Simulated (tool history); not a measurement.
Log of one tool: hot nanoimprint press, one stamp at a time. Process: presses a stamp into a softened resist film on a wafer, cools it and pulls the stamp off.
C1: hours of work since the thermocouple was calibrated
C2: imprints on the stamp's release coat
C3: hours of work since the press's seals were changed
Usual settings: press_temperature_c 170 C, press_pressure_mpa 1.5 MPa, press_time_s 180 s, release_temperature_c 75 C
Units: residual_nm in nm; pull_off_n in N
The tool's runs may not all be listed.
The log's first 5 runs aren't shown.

{"run": 6, "hour": 118.8, "press_temperature_c": 170, "press_pressure_mpa": 1.5, "press_time_s": 180, "release_temperature_c": 75, "C1": 136, "C2": 953, "C3": 548, "residual_nm": 124.9, "pull_off_n": 152}
{"run": 7, "hour": 141.6, "press_temperature_c": 170, "press_pressure_mpa": 1.5, "press_time_s": 120, "release_temperature_c": 75, "C1": 150, "C2": 1000, "C3": 562, "residual_nm": 148.9, "pull_off_n": 150}
{"run": 8, "hour": 166.5, "press_temperature_c": 170, "press_pressure_mpa": 1.5, "press_time_s": 310, "release_temperature_c": 75, "C1": 166, "C2": 1050, "C3": 577, "residual_nm": 99.1, "pull_off_n": 144}
{"run": 9, "hour": 183.5, "press_temperature_c": 170, "press_pressure_mpa": 1.5, "press_time_s": 310, "release_temperature_c": 75, "C1": 176, "C2": 1085, "C3": 588, "residual_nm": 100.7, "pull_off_n": 148}
{"run": 10, "hour": 198.7, "press_temperature_c": 176, "press_pressure_mpa": 1.5, "press_time_s": 180, "release_temperature_c": 75, "C1": 186, "C2": 1115, "C3": 598, "residual_nm": 100.9, "pull_off_n": 149}
{"run": 11, "hour": 229.3, "press_temperature_c": 176, "press_pressure_mpa": 1.5, "press_time_s": 158, "release_temperature_c": 75, "C1": 205, "C2": 1178, "C3": 617, "residual_nm": 105.8, "pull_off_n": 144}
{"run": 12, "hour": 256.2, "press_temperature_c": 176, "press_pressure_mpa": 1.5, "press_time_s": 158, "release_temperature_c": 75, "C1": 221, "C2": 1232, "C3": 633, "residual_nm": 106.7, "pull_off_n": 147}
{"run": 13, "hour": 288.6, "press_temperature_c": 176, "press_pressure_mpa": 1.5, "press_time_s": 158, "release_temperature_c": 75, "C1": 242, "C2": 1298, "C3": 653, "residual_nm": 106, "pull_off_n": 147}
{"hour": 312.5, "done": "plate thermocouple calibrated"}
{"run": 14, "hour": 318.1, "press_temperature_c": 176, "press_pressure_mpa": 1.5, "press_time_s": 158, "release_temperature_c": 75, "C1": 3, "C2": 1352, "C3": 670, "residual_nm": 106.9, "pull_off_n": 142}
{"hour": 352.9, "done": "press's hydraulic seals changed and the load cell set to zero"}
{"run": 15, "hour": 357.0, "press_temperature_c": 176, "press_pressure_mpa": 1.5, "press_time_s": 158, "release_temperature_c": 75, "C1": 23, "C2": 1415, "C3": 3, "residual_nm": 106.1, "pull_off_n": 144}
{"run": 16, "hour": 372.7, "press_temperature_c": 176, "press_pressure_mpa": 1.5, "press_time_s": 158, "release_temperature_c": 75, "C1": 32, "C2": 1447, "C3": 12, "residual_nm": 105.6, "pull_off_n": 146}
{"hour": 404.5, "done": "stamp cleaned and given a new release coat"}
{"run": 17, "hour": 407.4, "press_temperature_c": 172, "press_pressure_mpa": 1.5, "press_time_s": 180, "release_temperature_c": 72, "C1": 50, "C2": 6, "C3": 30, "residual_nm": 116.2, "pull_off_n": 154}
{"run": 18, "hour": 434.2, "press_temperature_c": 172, "press_pressure_mpa": 1.5, "press_time_s": 180, "release_temperature_c": 72, "C1": 67, "C2": 60, "C3": 47, "residual_nm": 115.4, "pull_off_n": 156}
{"run": 19, "hour": 463.4, "press_temperature_c": 182, "press_pressure_mpa": 2.27, "press_time_s": 91, "release_temperature_c": 65, "C1": 85, "C2": 119, "C3": 65, "residual_nm": 90.2, "pull_off_n": 166}
{"run": 20, "hour": 491.6, "press_temperature_c": 173, "press_pressure_mpa": 1.5, "press_time_s": 284, "release_temperature_c": 64, "C1": 103, "C2": 177, "C3": 83, "residual_nm": 91, "pull_off_n": 167}
{"run": 21, "hour": 521.9, "press_temperature_c": 160, "press_pressure_mpa": 1.19, "press_time_s": 284, "release_temperature_c": 64, "C1": 122, "C2": 238, "C3": 101, "residual_nm": 162.8, "pull_off_n": 166}
{"hour": 536.4, "done": "gauge calibrated"}
{"run": 22, "hour": 538.8, "press_temperature_c": 160, "press_pressure_mpa": 1.19, "press_time_s": 284, "release_temperature_c": 64, "C1": 132, "C2": 273, "C3": 112, "residual_nm": 168.5, "pull_off_n": 166}
{"run": 23, "hour": 569.8, "press_temperature_c": 170, "press_pressure_mpa": 1.5, "press_time_s": 180, "release_temperature_c": 71, "C1": 151, "C2": 336, "C3": 131, "residual_nm": 127.1, "pull_off_n": 155}
{"run": 24, "hour": 602.2, "press_temperature_c": 170, "press_pressure_mpa": 1.5, "press_time_s": 180, "release_temperature_c": 71, "C1": 172, "C2": 401, "C3": 151, "residual_nm": 126.5, "pull_off_n": 156}
{"run": 25, "hour": 633.1, "press_temperature_c": 163, "press_pressure_mpa": 1.19, "press_time_s": 179, "release_temperature_c": 67, "C1": 191, "C2": 464, "C3": 171, "residual_nm": 176.7, "pull_off_n": 160}
{"run": 26, "hour": 663.5, "press_temperature_c": 163, "press_pressure_mpa": 1.19, "press_time_s": 179, "release_temperature_c": 67, "C1": 210, "C2": 526, "C3": 190, "residual_nm": 175.7, "pull_off_n": 159}
{"run": 27, "hour": 693.4, "press_temperature_c": 174, "press_pressure_mpa": 1.84, "press_time_s": 180, "release_temperature_c": 75, "C1": 228, "C2": 587, "C3": 208, "residual_nm": 99.2, "pull_off_n": 147}
{"run": 28, "hour": 716.8, "press_temperature_c": 174, "press_pressure_mpa": 1.84, "press_time_s": 180, "release_temperature_c": 75, "C1": 243, "C2": 634, "C3": 223, "residual_nm": 99, "pull_off_n": 145}
{"hour": 737.0, "done": "plate thermocouple calibrated"}
{"run": 29, "hour": 737.0, "press_temperature_c": 172, "press_pressure_mpa": 1.5, "press_time_s": 275, "release_temperature_c": 71, "C1": 0, "C2": 669, "C3": 233, "residual_nm": 98.4, "pull_off_n": 157}
{"run": 30, "hour": 764.2, "press_temperature_c": 172, "press_pressure_mpa": 1.5, "press_time_s": 275, "release_temperature_c": 71, "C1": 17, "C2": 724, "C3": 250, "residual_nm": 97.7, "pull_off_n": 157}

3 ways to go on from here, each from the tool as it stands after run 30. What would each give?
{"run": "A", "hour": 795.2, "press_temperature_c": 180, "press_pressure_mpa": 1.5, "press_time_s": 337, "release_temperature_c": 82, "C1": 36, "C2": 787, "C3": 270, "residual_nm": "?", "pull_off_n": "?"}
{"run": "B", "hour": 795.2, "press_temperature_c": 170, "press_pressure_mpa": 1.5, "press_time_s": 290, "release_temperature_c": 67, "C1": 36, "C2": 787, "C3": 270, "residual_nm": "?", "pull_off_n": "?"}
{"run": "C", "hour": 795.2, "press_temperature_c": 176, "press_pressure_mpa": 1.5, "press_time_s": 275, "release_temperature_c": 62, "C1": 36, "C2": 787, "C3": 270, "residual_nm": "?", "pull_off_n": "?"}

run=A residual_nm=65.6 pull_off_n=136
run=B residual_nm=102.2 pull_off_n=160
run=C residual_nm=82.8 pull_off_n=171
Without the tool's hidden state the same runs would have given:
run=A residual_nm=66.5 pull_off_n=134
run=B residual_nm=103.6 pull_off_n=158
run=C residual_nm=83.9 pull_off_n=169
